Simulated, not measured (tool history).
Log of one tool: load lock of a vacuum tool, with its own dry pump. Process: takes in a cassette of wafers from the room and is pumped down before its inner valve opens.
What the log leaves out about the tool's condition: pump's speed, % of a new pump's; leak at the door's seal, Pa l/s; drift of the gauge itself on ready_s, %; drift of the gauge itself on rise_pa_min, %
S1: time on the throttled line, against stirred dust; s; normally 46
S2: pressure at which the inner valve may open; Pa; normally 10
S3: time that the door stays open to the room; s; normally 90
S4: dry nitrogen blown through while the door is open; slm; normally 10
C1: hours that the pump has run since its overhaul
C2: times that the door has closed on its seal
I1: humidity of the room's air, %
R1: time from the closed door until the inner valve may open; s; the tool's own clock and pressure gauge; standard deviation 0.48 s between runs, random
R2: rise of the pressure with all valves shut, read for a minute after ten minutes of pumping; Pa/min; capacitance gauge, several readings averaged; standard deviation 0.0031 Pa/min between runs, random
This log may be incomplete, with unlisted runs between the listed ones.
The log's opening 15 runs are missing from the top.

run,hour,S1,S2,S3,S4,C1,C2,I1,R1,R2
16,4620.6,46,10,40,10,3294,22061,40.3,63.5,0.211
17,5058.9,46,10,40,10,3732,22709,42.3,63.3,0.225
18,5466.8,46,10,40,10,4140,23311,44.0,63.4,0.233
19,5876.4,46,10,40,10,4550,23916,47.5,63.0,0.240
20,6144.3,86,12,143,10,4818,24312,43.9,98.1,0.296
21,6474.0,70,9,90,6,5148,24799,44.9,85.4,0.292
22,6835.7,33,10,90,22,5509,25333,44.1,52.0,0.272
23,7083.5,30,10,90,10,5757,25699,46.1,49.3,0.289
24,7335.7,27,15,90,23,6009,26072,44.7,46.0,0.274
25,7654.3,27,15,90,23,6328,26543,45.4,46.5,0.289
26,8091.0,42,10,36,37,6765,27188,44.9,61.2,0.272
27,8376.9,38,10,29,7,7051,27610,48.6,57.5,0.294
28,8612.8,81,10,29,5,7286,27959,44.6,95.3,0.298
29,8827.2,37,10,29,5,7501,28275,47.9,56.5,0.303
30,9040.8,81,9,90,10,7714,28591,45.1,95.4,0.337
31,9369.5,82,9,40,39,8043,29076,47.9,95.8,0.309
32,9806.5,31,13,54,7,8480,29722,45.7,50.9,0.334
33,10211.8,36,13,63,7,8885,30321,47.0,54.7,0.361
34,10430.4,36,13,63,7,9104,30643,45.5,55.6,0.356
35,10872.9,46,11,90,17,9547,31297,44.9,64.8,0.356
36,11315.9,31,14,73,26,9990,31952,47.0,51.1,0.362
37,11717.2,31,14,73,26,10391,32544,50.1,52.3,0.368

What if the next run were any one of these 4? Each begins from the tool's condition after run 37:
A,12014.8,36,14,73,17,10688,32984,46.5,?,?
B,12014.8,50,20,38,26,10688,32984,44.9,?,?
C,12014.8,46,10,59,6,10688,32984,44.6,?,?
D,12014.8,31,18,73,26,10688,32984,49.8,?,?

run,R1,R2
A,56.0,0.388
B,67.4,0.362
C,65.5,0.387
D,50.5,0.381
With no hidden state in the tool, these same runs would have given:
run,R1,R2
A,52.9,0.046
B,64.8,0.024
C,62.5,0.053
D,47.5,0.039
